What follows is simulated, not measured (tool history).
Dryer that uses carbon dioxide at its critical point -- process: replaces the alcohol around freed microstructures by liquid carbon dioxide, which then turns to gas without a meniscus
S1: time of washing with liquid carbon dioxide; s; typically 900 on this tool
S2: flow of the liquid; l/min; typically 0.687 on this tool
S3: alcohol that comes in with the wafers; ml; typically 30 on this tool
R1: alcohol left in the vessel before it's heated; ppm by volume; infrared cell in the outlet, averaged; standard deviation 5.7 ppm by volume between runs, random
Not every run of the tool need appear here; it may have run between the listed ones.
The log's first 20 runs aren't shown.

run	hour	S1	S2	S3	R1
21	354.4	720	0.670	108	2142
22	374.8	600	0.419	61	5506
23	396.3	600	0.419	61	5444
24	412.0	1380	0.918	101	34
25	433.7	1380	0.918	101	46
26	452.1	1380	0.918	101	43
27	464.2	1080	0.637	37	233
28	485.4	780	0.637	105	2066
29	506.9	780	0.637	105	2019
30	523.4	780	0.637	105	2055
31	545.5	600	0.532	38	2323
32	569.7	960	0.532	38	715
# hour 582.7: inlet filter changed
33	586.3	900	1.154	96	70
34	598.4	660	0.687	27	556
35	615.5	1080	0.951	67	60
36	631.3	1320	0.453	46	344

4 ways to go on from here, each from the tool as it stands after run 36. What would each give?
A	650.9	1380	0.849	80	?
B	650.9	900	0.708	30	?
C	650.9	900	1.037	25	?
D	650.9	840	0.825	20	?

run	R1
A	49
B	208
C	58
D	109
Without the tool's unlogged condition, the same runs would have read:
run	R1
A	14
B	163
C	24
D	70

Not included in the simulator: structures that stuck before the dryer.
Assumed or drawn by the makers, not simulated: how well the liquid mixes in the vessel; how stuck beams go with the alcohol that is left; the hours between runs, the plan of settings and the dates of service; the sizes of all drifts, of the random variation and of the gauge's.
